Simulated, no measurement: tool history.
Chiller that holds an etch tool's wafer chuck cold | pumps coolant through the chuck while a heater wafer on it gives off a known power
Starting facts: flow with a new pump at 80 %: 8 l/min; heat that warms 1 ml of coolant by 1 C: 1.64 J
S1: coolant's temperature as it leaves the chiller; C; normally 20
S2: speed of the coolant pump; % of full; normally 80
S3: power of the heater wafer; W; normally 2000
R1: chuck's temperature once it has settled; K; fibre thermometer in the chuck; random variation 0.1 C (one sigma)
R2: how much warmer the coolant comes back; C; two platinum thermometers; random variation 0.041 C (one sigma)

run	day	S1	S2	S3	R1	R2
1	0.000	20	80	2000	307.65	9.24
2	1.162	20	80	2000	307.75	9.17
3	2.958	20	80	2000	307.85	9.18
4	4.667	20	80	2000	307.95	9.25
5	6.296	20	80	2000	307.85	9.21
6	7.717	20	80	2000	307.85	9.23
7	8.917	20	80	2000	307.95	9.23
8	10.283	20	80	2000	307.85	9.20
9	11.346	20	99	2000	305.55	7.30
10	12.850	20	99	2000	305.35	7.26
11	14.304	20	99	2000	305.45	7.32
12	15.508	20	73	2000	309.05	10.26
13	16.904	20	73	2000	309.05	10.33
14	17.954	20	80	2000	307.95	9.44
15	19.317	20	80	2707	313.15	12.61
16	20.838	20	80	2000	307.95	9.29
17	22.412	26	80	1510	310.35	7.10
18	23.992	11	86	2164	299.15	9.35
19	25.304	11	86	2164	299.25	9.35
20	26.167	20	76	1865	307.45	9.26
21	27.096	20	76	1865	307.45	9.36
22	28.862	20	76	1865	307.55	9.38
23	29.683	12	79	1353	295.25	6.50
24	31.354	25	97	1189	305.45	4.61
# day 31.479: chiller's thermometer calibrated
25	32.592	25	62	1686	313.65	10.50
26	33.675	10	89	1044	290.25	4.51
27	35.408	10	62	1919	300.65	11.99
28	36.821	22	91	2905	314.35	11.86
29	37.942	17	67	1460	302.65	8.54
30	39.700	17	67	1460	302.65	8.58
31	40.875	15	100	1042	294.45	4.06
32	41.633	15	100	1042	294.55	4.07

Predict each of these 3 candidate next runs independently; none follows another, all start after run 32:
A	43.125	15	81	1360	?	?
B	43.125	17	80	1297	?	?
C	43.125	29	100	1042	?	?

run	R1	R2
A	298.05	6.51
B	299.65	6.23
C	308.65	4.06
The same runs, with their run-to-run variation unchanged, on a tool lacking any hidden condition would have given:
run	R1	R2
A	298.05	6.15
B	299.65	5.87
C	308.65	3.70
